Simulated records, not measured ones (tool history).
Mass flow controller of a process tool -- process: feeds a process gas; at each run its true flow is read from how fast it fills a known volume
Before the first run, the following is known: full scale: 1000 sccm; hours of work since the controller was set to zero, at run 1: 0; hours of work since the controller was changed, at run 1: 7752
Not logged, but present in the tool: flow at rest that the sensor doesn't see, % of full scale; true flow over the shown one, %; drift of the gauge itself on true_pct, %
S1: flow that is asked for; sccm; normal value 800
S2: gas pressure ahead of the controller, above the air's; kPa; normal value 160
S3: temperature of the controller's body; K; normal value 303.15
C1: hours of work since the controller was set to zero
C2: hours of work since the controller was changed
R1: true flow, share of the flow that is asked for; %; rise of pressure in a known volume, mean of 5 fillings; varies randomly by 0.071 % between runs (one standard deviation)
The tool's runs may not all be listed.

{"run": 1, "hour": 0.0, "S1": 800, "S2": 160, "S3": 303.15, "C1": 0, "C2": 7752, "R1": 100.43}
{"run": 2, "hour": 336.7, "S1": 800, "S2": 160, "S3": 303.15, "C1": 256, "C2": 8008, "R1": 100.69}
{"run": 3, "hour": 690.4, "S1": 800, "S2": 160, "S3": 303.15, "C1": 526, "C2": 8278, "R1": 100.71}
{"run": 4, "hour": 847.1, "S1": 800, "S2": 160, "S3": 303.15, "C1": 645, "C2": 8397, "R1": 100.75}
{"run": 5, "hour": 1000.7, "S1": 800, "S2": 160, "S3": 303.15, "C1": 762, "C2": 8514, "R1": 100.82}
{"run": 6, "hour": 1158.6, "S1": 800, "S2": 260, "S3": 303.15, "C1": 882, "C2": 8634, "R1": 100.36}
{"run": 7, "hour": 1391.1, "S1": 800, "S2": 260, "S3": 303.15, "C1": 1059, "C2": 8811, "R1": 100.58}
{"run": 8, "hour": 1554.8, "S1": 800, "S2": 260, "S3": 308.15, "C1": 1184, "C2": 8936, "R1": 101.28}
{"run": 9, "hour": 1908.1, "S1": 800, "S2": 260, "S3": 308.15, "C1": 1453, "C2": 9205, "R1": 101.25}
{"run": 10, "hour": 2182.5, "S1": 800, "S2": 160, "S3": 303.15, "C1": 1662, "C2": 9414, "R1": 101.21}
{"run": 11, "hour": 2427.5, "S1": 800, "S2": 160, "S3": 303.15, "C1": 1849, "C2": 9601, "R1": 101.28}
{"run": 12, "hour": 2634.8, "S1": 800, "S2": 160, "S3": 303.15, "C1": 2007, "C2": 9759, "R1": 101.34}
{"run": 13, "hour": 2952.3, "S1": 678, "S2": 160, "S3": 303.15, "C1": 2248, "C2": 10000, "R1": 101.3}
{"run": 14, "hour": 3294.7, "S1": 678, "S2": 160, "S3": 303.15, "C1": 2509, "C2": 10261, "R1": 101.59}
{"run": 15, "hour": 3595.2, "S1": 678, "S2": 160, "S3": 303.15, "C1": 2738, "C2": 10490, "R1": 101.54}
{"run": 16, "hour": 3927.3, "S1": 800, "S2": 160, "S3": 296.15, "C1": 2991, "C2": 10743, "R1": 100.99}
{"run": 17, "hour": 4273.4, "S1": 800, "S2": 160, "S3": 295.15, "C1": 3254, "C2": 11006, "R1": 101.02}
{"run": 18, "hour": 4534.9, "S1": 800, "S2": 160, "S3": 295.15, "C1": 3454, "C2": 11206, "R1": 101.11}
{"hour": 4858.0, "done": "controller exchanged for a calibrated one"}
{"run": 19, "hour": 4879.4, "S1": 785, "S2": 187, "S3": 294.15, "C1": 16, "C2": 16, "R1": 101.15}
{"run": 20, "hour": 5224.0, "S1": 785, "S2": 187, "S3": 294.15, "C1": 279, "C2": 279, "R1": 101.16}
{"run": 21, "hour": 5448.6, "S1": 141, "S2": 160, "S3": 295.15, "C1": 450, "C2": 450, "R1": 100.42}
{"run": 22, "hour": 5735.9, "S1": 800, "S2": 160, "S3": 312.15, "C1": 669, "C2": 669, "R1": 103.7}
{"run": 23, "hour": 6029.6, "S1": 800, "S2": 160, "S3": 312.15, "C1": 892, "C2": 892, "R1": 103.66}
{"run": 24, "hour": 6206.3, "S1": 800, "S2": 160, "S3": 312.15, "C1": 1027, "C2": 1027, "R1": 103.84}
{"run": 25, "hour": 6398.8, "S1": 800, "S2": 176, "S3": 303.15, "C1": 1173, "C2": 1173, "R1": 102.62}
{"run": 26, "hour": 6750.5, "S1": 800, "S2": 256, "S3": 300.15, "C1": 1441, "C2": 1441, "R1": 102.13}
{"run": 27, "hour": 7082.5, "S1": 121, "S2": 226, "S3": 306.15, "C1": 1694, "C2": 1694, "R1": 102.06}
{"run": 28, "hour": 7379.2, "S1": 800, "S2": 160, "S3": 304.15, "C1": 1920, "C2": 1920, "R1": 103.27}
{"run": 29, "hour": 7613.8, "S1": 342, "S2": 195, "S3": 311.15, "C1": 2099, "C2": 2099, "R1": 103.28}
{"run": 30, "hour": 7794.8, "S1": 342, "S2": 195, "S3": 311.15, "C1": 2237, "C2": 2237, "R1": 103.36}
{"hour": 7884.4, "done": "gauge calibrated"}
{"run": 31, "hour": 7958.1, "S1": 387, "S2": 158, "S3": 303.15, "C1": 2361, "C2": 2361, "R1": 99.74}
{"run": 32, "hour": 8191.0, "S1": 387, "S2": 158, "S3": 303.15, "C1": 2538, "C2": 2538, "R1": 99.9}
{"run": 33, "hour": 8348.0, "S1": 387, "S2": 158, "S3": 303.15, "C1": 2658, "C2": 2658, "R1": 100.06}
{"run": 34, "hour": 8619.5, "S1": 387, "S2": 158, "S3": 311.15, "C1": 2865, "C2": 2865, "R1": 100.96}

Alternative continuations, all from the tool just after run 34; predict every row:
{"run": "A", "hour": 8797.5, "S1": 536, "S2": 243, "S3": 309.15, "C1": 3000, "C2": 3000, "R1": "?"}
{"run": "B", "hour": 8797.5, "S1": 131, "S2": 176, "S3": 306.15, "C1": 3000, "C2": 3000, "R1": "?"}
{"run": "C", "hour": 8797.5, "S1": 391, "S2": 158, "S3": 311.15, "C1": 3000, "C2": 3000, "R1": "?"}
{"run": "D", "hour": 8797.5, "S1": 955, "S2": 176, "S3": 298.15, "C1": 3000, "C2": 3000, "R1": "?"}

run=A R1=100.73
run=B R1=100.08
run=C R1=101.27
run=D R1=100.38
With the hidden condition removed and each run's random variation left untouched, the same runs would have given:
run=A R1=100.40
run=B R1=99.75
run=C R1=100.95
run=D R1=100.06
